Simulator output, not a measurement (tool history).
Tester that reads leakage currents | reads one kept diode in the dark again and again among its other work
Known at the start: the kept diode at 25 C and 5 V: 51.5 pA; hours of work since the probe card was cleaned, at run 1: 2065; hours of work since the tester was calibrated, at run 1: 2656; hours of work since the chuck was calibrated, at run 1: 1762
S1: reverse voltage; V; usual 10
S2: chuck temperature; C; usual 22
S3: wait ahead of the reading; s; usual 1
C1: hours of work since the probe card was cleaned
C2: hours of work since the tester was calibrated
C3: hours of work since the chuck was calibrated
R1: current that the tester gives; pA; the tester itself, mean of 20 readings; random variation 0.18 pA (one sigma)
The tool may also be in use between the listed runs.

run	hour	S1	S2	S3	C1	C2	C3	R1
1	0	10	22	1	2065	2656	1762	73.6
# hour 48: chuck's temperature calibrated
2	116.6	10	22	1	2148	2739	50	75.29
3	290.3	10	22	1	2275	2866	177	76.59
4	460.7	6.7	22	1	2400	2991	302	60.85
# hour 540.9: tester calibrated
5	628.9	6.7	22	1	2521	64	423	62.45
# hour 734.8: chuck's temperature calibrated, once more
6	810.5	6.7	22	1	2653	196	55	57.43
7	960.9	6.7	22	1	2763	306	165	58.29
8	1084.4	6.7	22	1	2853	396	256	58.74
9	1228.8	6.7	22	1	2958	501	361	59.41
10	1360.6	6.7	34	1	3055	598	458	149.32
11	1478.7	6.7	34	1	3141	684	544	149.77
12	1592.2	6.7	34	1	3224	767	627	149.43
13	1744.2	6.7	34	1	3335	878	738	150.54
# hour 1830.4: probe card cleaned and baked
14	1863.6	6.7	34	1	24	963	823	137.91
15	2041.9	6.7	34	1	155	1094	953	138.71
16	2134.6	6.7	34	1	222	1161	1021	139.65
17	2276.1	6.7	34	1	326	1265	1125	140.32
18	2360.8	6.7	34	1	388	1327	1186	141.56
19	2559.2	6.7	34	1	533	1472	1331	142.82
20	2662.2	3.5	24	2.82	608	1547	1407	42.97
21	2803.2	4.5	30	0.52	711	1650	1510	84.85
22	2957.5	4.5	30	0.52	824	1763	1623	86.15
23	3057.1	4.5	30	0.52	897	1836	1695	86.57
# hour 3190.5: chuck's temperature calibrated
24	3233.7	4.5	30	0.52	1024	1963	32	82.37
25	3317.9	3	28	0.52	1086	2025	93	56.81
26	3515.6	3	28	0.52	1230	2169	238	57.12
27	3617.6	1.1	50	2.33	1305	2244	312	214.09
28	3715.3	3.6	50	2.33	1376	2315	384	377.02
29	3829.8	3.6	50	2.33	1460	2399	467	379.75
30	3992	19.3	50	2.33	1579	2518	586	870.63
31	4165.6	5.7	43	1.33	1706	2645	713	276.06
32	4328.1	10	22	5.26	1824	2763	832	67.88
33	4461.5	10	23	1.45	1922	2861	929	75.34
34	4664.6	10	23	1.45	2070	3009	1078	76.47
# hour 4729.4: tester calibrated
35	4813.9	10	23	0.85	2178	62	1185	80.29
36	4958.2	10	23	0.85	2284	167	1291	81.39
37	5072.1	10	23	0.85	2367	251	1374	82.28
38	5217.4	10	23	0.85	2473	357	1480	82.78

Some steps in R1 between neighbouring runs. How much of each would the tool show without its hidden state too (settings, what came in, random variation), and how much is left for the hidden state, with any gauge scatter that isn't in both results?
The hidden state here: stray current of the dirty probe card, pA a volt; current scale over the true one, %; true chuck temperature over the reading, C; drift of the gauge itself on leakage_pa, %.
Run 13 -> 14: probe card cleaned and baked. R1 -12.63 pA: hidden state -12.98, all else +0.35.
Run 29 -> 30: S1 3.6 -> 19.3. R1 +490.88 pA: hidden state +21.92, all else +468.96.
Run 30 -> 31: S1 19.3 -> 5.7, S2 50 -> 43, S3 2.33 -> 1.33. R1 -594.57 pA: hidden state -17.77, all else -576.8.
Run 31 -> 32: S1 5.7 -> 10, S2 43 -> 22, S3 1.33 -> 5.26. R1 -208.18 pA: hidden state +2.21, all else -210.39.
